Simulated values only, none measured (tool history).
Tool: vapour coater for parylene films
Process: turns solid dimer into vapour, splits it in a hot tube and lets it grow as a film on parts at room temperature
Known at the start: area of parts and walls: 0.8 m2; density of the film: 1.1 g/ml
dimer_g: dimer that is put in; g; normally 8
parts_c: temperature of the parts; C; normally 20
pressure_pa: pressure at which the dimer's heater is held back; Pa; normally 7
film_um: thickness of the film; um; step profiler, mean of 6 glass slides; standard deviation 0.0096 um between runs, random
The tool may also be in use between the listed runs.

{"run": 1, "hour": 0.0, "dimer_g": 8, "parts_c": 20, "pressure_pa": 7, "film_um": 4.804}
{"hour": 16.9, "done": "trap's valve overhauled"}
{"run": 2, "hour": 21.2, "dimer_g": 8, "parts_c": 20, "pressure_pa": 7, "film_um": 4.812}
{"run": 3, "hour": 55.2, "dimer_g": 8, "parts_c": 20, "pressure_pa": 7, "film_um": 4.811}
{"run": 4, "hour": 72.0, "dimer_g": 8, "parts_c": 20, "pressure_pa": 7, "film_um": 4.8}
{"run": 5, "hour": 98.3, "dimer_g": 8, "parts_c": 20, "pressure_pa": 7, "film_um": 4.796}
{"run": 6, "hour": 122.1, "dimer_g": 8, "parts_c": 20, "pressure_pa": 3.7, "film_um": 5.22}
{"run": 7, "hour": 144.9, "dimer_g": 8, "parts_c": 20, "pressure_pa": 3.66, "film_um": 5.211}
{"run": 8, "hour": 168.4, "dimer_g": 7, "parts_c": 14, "pressure_pa": 2.77, "film_um": 5.527}
{"run": 9, "hour": 191.3, "dimer_g": 7, "parts_c": 14, "pressure_pa": 2.77, "film_um": 5.516}
{"run": 10, "hour": 220.1, "dimer_g": 5, "parts_c": 20, "pressure_pa": 3.49, "film_um": 3.279}
{"run": 11, "hour": 244.2, "dimer_g": 5, "parts_c": 20, "pressure_pa": 3.49, "film_um": 3.27}
{"run": 12, "hour": 262.5, "dimer_g": 5, "parts_c": 20, "pressure_pa": 3.49, "film_um": 3.265}
{"run": 13, "hour": 285.2, "dimer_g": 5, "parts_c": 20, "pressure_pa": 3.49, "film_um": 3.258}
{"run": 14, "hour": 309.9, "dimer_g": 5, "parts_c": 20, "pressure_pa": 3.49, "film_um": 3.247}

What if the next run were any one of these 5? Each begins from the tool's condition after run 14:
{"run": "A", "hour": 343.3, "dimer_g": 4, "parts_c": 13, "pressure_pa": 10.11, "film_um": "?"}
{"run": "B", "hour": 343.3, "dimer_g": 5, "parts_c": 20, "pressure_pa": 5.98, "film_um": "?"}
{"run": "C", "hour": 343.3, "dimer_g": 13, "parts_c": 14, "pressure_pa": 3.02, "film_um": "?"}
{"run": "D", "hour": 343.3, "dimer_g": 5, "parts_c": 26, "pressure_pa": 3.49, "film_um": "?"}
{"run": "E", "hour": 343.3, "dimer_g": 5, "parts_c": 15, "pressure_pa": 2.36, "film_um": "?"}

run=A film_um=2.711
run=B film_um=3.038
run=C film_um=10.067
run=D film_um=2.798
run=E film_um=3.915
Without the tool's hidden state the same runs would have given:
run=A film_um=2.742
run=B film_um=3.073
run=C film_um=10.182
run=D film_um=2.83
run=E film_um=3.959
